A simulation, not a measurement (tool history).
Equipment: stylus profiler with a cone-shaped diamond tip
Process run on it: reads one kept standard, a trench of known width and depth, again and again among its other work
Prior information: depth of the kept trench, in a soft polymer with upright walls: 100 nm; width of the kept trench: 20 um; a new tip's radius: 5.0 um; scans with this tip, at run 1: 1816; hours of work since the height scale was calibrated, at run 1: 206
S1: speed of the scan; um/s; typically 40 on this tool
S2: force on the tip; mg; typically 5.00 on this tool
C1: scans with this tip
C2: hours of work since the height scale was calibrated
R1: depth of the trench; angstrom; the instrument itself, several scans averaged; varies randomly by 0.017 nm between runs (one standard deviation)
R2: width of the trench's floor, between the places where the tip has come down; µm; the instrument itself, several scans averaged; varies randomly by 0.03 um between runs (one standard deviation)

run   hour  S1     S2    C1   C2      R1     R2
  1    0.0  40   5.00  1816  206  1014.4  17.74
  2   25.5  40   9.25  1913  216  1022.3  17.72
  3   53.1  40   9.25  2018  228  1022.1  17.79
  4   67.9  40   9.25  2074  235  1022.3  17.78
  5   91.6  40   9.25  2165  245  1022.3  17.77
  6  106.1  53   9.25  2220  251  1022.2  17.67
  7  134.7  53   9.25  2329  264  1022.2  17.71
  8  151.5  53   9.25  2393  271  1021.8  17.70
  9  172.8  53   9.25  2474  280  1021.9  17.64
 10  201.8  53   7.08  2584  293  1018.3  17.70
 11  216.2  95   4.29  2639  299  1013.2  17.45
 12  242.2  95   3.17  2738  310  1010.5  17.42
 13  260.4  42   4.24  2807  318  1012.6  17.62
 14  288.1  16  13.61  2913  330  1028.7  17.74
 15  305.4  16   2.56  2979  337  1009.0  17.76
 16  332.2  21   8.47  3081  349  1020.7  17.75
 17  350.1  21   8.47  3149  356  1021.2  17.75
 18  379.3  40   5.81  3260  369  1015.8  17.64
 19  403.8  61   8.94  3354  380  1021.5  17.60

What if the next run were any one of these 3? Each begins from the tool's condition after run 19:
  A  432.2  18  5.00  3462  392   ?   ?
  B  432.2  17  5.75  3462  392   ?   ?
  C  432.2  14  6.46  3462  392   ?   ?

run      R1     R2
  A  1014.1  17.66
  B  1015.5  17.78
  C  1017.1  17.77
Stripped of hidden state, with their random variation kept, the same runs would have yielded:
run      R1     R2
  A  1015.1  17.92
  B  1016.4  18.05
  C  1018.0  18.03
